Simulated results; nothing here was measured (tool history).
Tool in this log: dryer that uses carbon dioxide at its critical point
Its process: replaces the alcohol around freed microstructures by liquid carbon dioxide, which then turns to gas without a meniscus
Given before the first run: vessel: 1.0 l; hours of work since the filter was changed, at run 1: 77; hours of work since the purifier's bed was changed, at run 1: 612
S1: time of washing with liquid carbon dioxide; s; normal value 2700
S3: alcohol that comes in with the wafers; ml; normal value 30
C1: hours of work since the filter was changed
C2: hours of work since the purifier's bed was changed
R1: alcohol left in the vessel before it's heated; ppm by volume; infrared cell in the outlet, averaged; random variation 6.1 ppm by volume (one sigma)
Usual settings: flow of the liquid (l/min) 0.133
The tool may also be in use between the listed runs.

Run 1, hour 0.0: usual settings; C1 77; C2 612. Result: R1 343 ppm by volume.
Run 2, hour 30.9: usual settings; C1 94; C2 628. Result: R1 365 ppm by volume.
Run 3, hour 66.4: usual settings but S1 3900 s; C1 113; C2 647. Result: R1 135 ppm by volume.
Run 4, hour 96.1: usual settings but S1 3900 s; C1 129; C2 663. Result: R1 139 ppm by volume.
Run 5, hour 151.6: usual settings but S1 3900 s; C1 158; C2 693. Result: R1 134 ppm by volume.
Run 6, hour 194.8: usual settings but S1 2520 s; C1 182; C2 716. Result: R1 497 ppm by volume.
Run 7, hour 239.3: usual settings but S3 25 ml; C1 205; C2 740. Result: R1 362 ppm by volume.
Run 8, hour 284.5: usual settings but S3 62 ml; C1 230; C2 764. Result: R1 739 ppm by volume.
At hour 312.5: inlet filter changed.
Run 9, hour 337.1: usual settings but flow of the liquid (l/min) 0.117; C1 13; C2 792. Result: R1 555 ppm by volume.
Run 10, hour 379.5: usual settings but flow of the liquid (l/min) 0.117; C1 36; C2 815. Result: R1 552 ppm by volume.
Run 11, hour 416.3: usual settings but flow of the liquid (l/min) 0.208; C1 56; C2 835. Result: R1 143 ppm by volume.
Run 12, hour 444.5: usual settings but flow of the liquid (l/min) 0.208; C1 71; C2 850. Result: R1 151 ppm by volume.
Run 13, hour 480.9: usual settings but flow of the liquid (l/min) 0.208; C1 90; C2 869. Result: R1 150 ppm by volume.
Run 14, hour 505.8: usual settings; C1 104; C2 883. Result: R1 383 ppm by volume.
Run 15, hour 535.2: usual settings; C1 120; C2 899. Result: R1 404 ppm by volume.
Run 16, hour 565.8: usual settings; C1 136; C2 915. Result: R1 411 ppm by volume.
Run 17, hour 596.2: usual settings but flow of the liquid (l/min) 0.120, S3 29 ml; C1 152; C2 931. Result: R1 559 ppm by volume.
Run 18, hour 647.1: usual settings but flow of the liquid (l/min) 0.149, S3 20 ml; C1 180; C2 959. Result: R1 259 ppm by volume.
Run 19, hour 671.3: usual settings but flow of the liquid (l/min) 0.149, S3 20 ml; C1 193; C2 972. Result: R1 256 ppm by volume.
Run 20, hour 700.6: usual settings but S1 2760 s, S3 108 ml; C1 208; C2 987. Result: R1 1105 ppm by volume.
Run 21, hour 752.0: usual settings but flow of the liquid (l/min) 0.085, S3 33 ml; C1 236; C2 1015. Result: R1 1919 ppm by volume.
At hour 769.2: inlet filter changed.
Run 22, hour 809.0: usual settings but flow of the liquid (l/min) 0.085, S3 33 ml; C1 21; C2 1045. Result: R1 1676 ppm by volume.
Run 23, hour 864.1: usual settings but S1 3480 s, flow of the liquid (l/min) 0.111, S3 56 ml; C1 51; C2 1075. Result: R1 487 ppm by volume.
Run 24, hour 910.4: usual settings but S1 3480 s, flow of the liquid (l/min) 0.111, S3 56 ml; C1 76; C2 1100. Result: R1 503 ppm by volume.
Run 25, hour 963.2: usual settings but S1 3480 s, flow of the liquid (l/min) 0.121, S3 37 ml; C1 104; C2 1128. Result: R1 306 ppm by volume.
Run 26, hour 1019.2: usual settings but S1 1920 s, flow of the liquid (l/min) 0.129, S3 54 ml; C1 134; C2 1158. Result: R1 2348 ppm by volume.
Run 27, hour 1047.3: usual settings but S1 1920 s, flow of the liquid (l/min) 0.129, S3 54 ml; C1 149; C2 1173. Result: R1 2375 ppm by volume.
Run 28, hour 1097.7: usual settings but S1 3960 s, flow of the liquid (l/min) 0.129, S3 80 ml; C1 176; C2 1200. Result: R1 296 ppm by volume.
Run 29, hour 1149.4: usual settings but S1 3300 s, flow of the liquid (l/min) 0.119; C1 204; C2 1228. Result: R1 386 ppm by volume.
Run 30, hour 1176.2: usual settings but S1 2340 s, flow of the liquid (l/min) 0.094, S3 41 ml; C1 219; C2 1242. Result: R1 2674 ppm by volume.
Run 31, hour 1211.3: usual settings but S1 2340 s, flow of the liquid (l/min) 0.094, S3 41 ml; C1 237; C2 1261. Result: R1 2694 ppm by volume.
At hour 1223.0: inlet filter changed.
Run 32, hour 1250.7: usual settings but S1 2340 s, flow of the liquid (l/min) 0.094, S3 41 ml; C1 15; C2 1282. Result: R1 2281 ppm by volume.

Alternative continuations, all from the tool just after run 32; predict every row:
Run A, hour 1279.4: usual settings but S1 2160 s, flow of the liquid (l/min) 0.216, S3 24 ml; C1 30; C2 1297. Result: R1 ?.
Run B, hour 1279.4: usual settings but flow of the liquid (l/min) 0.183; C1 30; C2 1297. Result: R1 ?.
Run C, hour 1279.4: usual settings but flow of the liquid (l/min) 0.204; C1 30; C2 1297. Result: R1 ?.
Run D, hour 1279.4: usual settings but S1 2340 s, flow of the liquid (l/min) 0.094, S3 23 ml; C1 30; C2 1297. Result: R1 ?.
Run E, hour 1279.4: usual settings but S1 2340 s, flow of the liquid (l/min) 0.155, S3 41 ml; C1 30; C2 1297. Result: R1 ?.

run    R1
  A   229
  B   230
  C   213
  D  1386
  E   495
The same runs, with their run-to-run variation unchanged, on a tool lacking any hidden condition would have given:
run    R1
  A    38
  B    38
  C    22
  D  1171
  E   295

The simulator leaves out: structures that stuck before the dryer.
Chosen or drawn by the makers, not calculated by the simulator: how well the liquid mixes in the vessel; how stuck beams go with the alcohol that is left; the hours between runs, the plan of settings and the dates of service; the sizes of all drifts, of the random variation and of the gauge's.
